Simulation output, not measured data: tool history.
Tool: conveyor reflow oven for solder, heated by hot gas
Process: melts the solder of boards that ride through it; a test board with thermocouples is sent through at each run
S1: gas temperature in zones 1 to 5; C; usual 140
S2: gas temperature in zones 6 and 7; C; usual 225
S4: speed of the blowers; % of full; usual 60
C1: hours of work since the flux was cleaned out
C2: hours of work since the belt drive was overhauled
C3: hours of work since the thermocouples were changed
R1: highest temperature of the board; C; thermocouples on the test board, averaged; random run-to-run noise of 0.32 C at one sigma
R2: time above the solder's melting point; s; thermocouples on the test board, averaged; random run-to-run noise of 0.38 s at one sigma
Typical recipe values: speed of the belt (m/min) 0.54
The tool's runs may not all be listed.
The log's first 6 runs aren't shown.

run 7 hour=97.3 | S1=140 S2=225 speed_of_the_belt_(m/min)=0.489 S4=60 | C1=69 C2=97 C3=792 | R1=207.1 R2=46.3
run 8 hour=111.9 | S1=140 S2=225 speed_of_the_belt_(m/min)=0.489 S4=60 | C1=75 C2=103 C3=798 | R1=206.8 R2=46.3
run 9 hour=121.4 | S1=140 S2=225 speed_of_the_belt_(m/min)=0.489 S4=60 | C1=79 C2=107 C3=801 | R1=206.9 R2=47
run 10 hour=131.9 | S1=140 S2=225 speed_of_the_belt_(m/min)=0.489 S4=60 | C1=83 C2=111 C3=806 | R1=206.7 R2=46.7
run 11 hour=142.2 | S1=140 S2=225 speed_of_the_belt_(m/min)=0.557 S4=60 | C1=87 C2=115 C3=810 | R1=202.9 R2=35.4
run 12 hour=153.2 | S1=140 S2=225 speed_of_the_belt_(m/min)=0.557 S4=60 | C1=92 C2=120 C3=814 | R1=203 R2=35
run 13 hour=171.1 | S1=140 S2=225 speed_of_the_belt_(m/min)=0.557 S4=60 | C1=99 C2=127 C3=821 | R1=202.9 R2=36
run 14 hour=179.6 | S1=140 S2=225 speed_of_the_belt_(m/min)=0.546 S4=60 | C1=102 C2=130 C3=825 | R1=204.1 R2=37.2
-- hour=190.2 thermocouples of zones 6 and 7 changed
run 15 hour=190.4 | S1=140 S2=225 speed_of_the_belt_(m/min)=0.546 S4=60 | C1=106 C2=134 C3=0 | R1=204.3 R2=39
run 16 hour=204.5 | S1=127 S2=225 speed_of_the_belt_(m/min)=0.54 S4=60 | C1=112 C2=139 C3=6 | R1=202.7 R2=32.4
run 17 hour=220.8 | S1=139 S2=225 speed_of_the_belt_(m/min)=0.467 S4=60 | C1=118 C2=146 C3=12 | R1=209.4 R2=51.1
run 18 hour=238.7 | S1=150 S2=226 speed_of_the_belt_(m/min)=0.5 S4=79 | C1=125 C2=153 C3=19 | R1=214.1 R2=56.7
run 19 hour=252.8 | S1=150 S2=226 speed_of_the_belt_(m/min)=0.5 S4=79 | C1=131 C2=159 C3=25 | R1=214.2 R2=56.8
run 20 hour=269.8 | S1=150 S2=213 speed_of_the_belt_(m/min)=0.5 S4=79 | C1=138 C2=166 C3=32 | R1=203 R2=47
run 21 hour=285.9 | S1=150 S2=220 speed_of_the_belt_(m/min)=0.5 S4=79 | C1=144 C2=172 C3=38 | R1=208.9 R2=53.5
run 22 hour=300.1 | S1=129 S2=215 speed_of_the_belt_(m/min)=0.484 S4=60 | C1=150 C2=178 C3=44 | R1=197.7 R2=32.5
run 23 hour=308.8 | S1=129 S2=215 speed_of_the_belt_(m/min)=0.484 S4=60 | C1=153 C2=181 C3=48 | R1=198.2 R2=33
run 24 hour=326.4 | S1=147 S2=225 speed_of_the_belt_(m/min)=0.506 S4=57 | C1=160 C2=188 C3=55 | R1=208 R2=46.8
run 25 hour=341.5 | S1=127 S2=217 speed_of_the_belt_(m/min)=0.451 S4=60 | C1=166 C2=194 C3=61 | R1=201.5 R2=40.1
run 26 hour=350.7 | S1=152 S2=217 speed_of_the_belt_(m/min)=0.618 S4=89 | C1=170 C2=198 C3=64 | R1=203.7 R2=37.8
run 27 hour=366.6 | S1=147 S2=225 speed_of_the_belt_(m/min)=0.495 S4=83 | C1=177 C2=204 C3=71 | R1=213.6 R2=55.1
run 28 hour=374.8 | S1=144 S2=227 speed_of_the_belt_(m/min)=0.54 S4=60 | C1=180 C2=208 C3=74 | R1=206.9 R2=43.5
run 29 hour=383 | S1=144 S2=227 speed_of_the_belt_(m/min)=0.54 S4=60 | C1=183 C2=211 C3=77 | R1=207 R2=42.7
run 30 hour=396.4 | S1=131 S2=221 speed_of_the_belt_(m/min)=0.461 S4=57 | C1=188 C2=216 C3=83 | R1=203.2 R2=42.1

Alternative continuations, all from the tool just after run 30; predict every row:
run A hour=405.5 | S1=144 S2=231 speed_of_the_belt_(m/min)=0.557 S4=57 | C1=192 C2=220 C3=86 | R1=? R2=?
run B hour=405.5 | S1=140 S2=225 speed_of_the_belt_(m/min)=0.451 S4=60 | C1=192 C2=220 C3=86 | R1=? R2=?
run C hour=405.5 | S1=147 S2=224 speed_of_the_belt_(m/min)=0.461 S4=57 | C1=192 C2=220 C3=86 | R1=? R2=?
run D hour=405.5 | S1=133 S2=225 speed_of_the_belt_(m/min)=0.54 S4=63 | C1=192 C2=220 C3=86 | R1=? R2=?

run=A R1=208 R2=41.7
run=B R1=210 R2=54.7
run=C R1=209.1 R2=54.6
run=D R1=204.2 R2=35.8
Without the tool's unlogged condition, the same runs would have read:
run=A R1=209.3 R2=42.9
run=B R1=211 R2=55.8
run=C R1=210 R2=55.7
run=D R1=205.5 R2=37.3

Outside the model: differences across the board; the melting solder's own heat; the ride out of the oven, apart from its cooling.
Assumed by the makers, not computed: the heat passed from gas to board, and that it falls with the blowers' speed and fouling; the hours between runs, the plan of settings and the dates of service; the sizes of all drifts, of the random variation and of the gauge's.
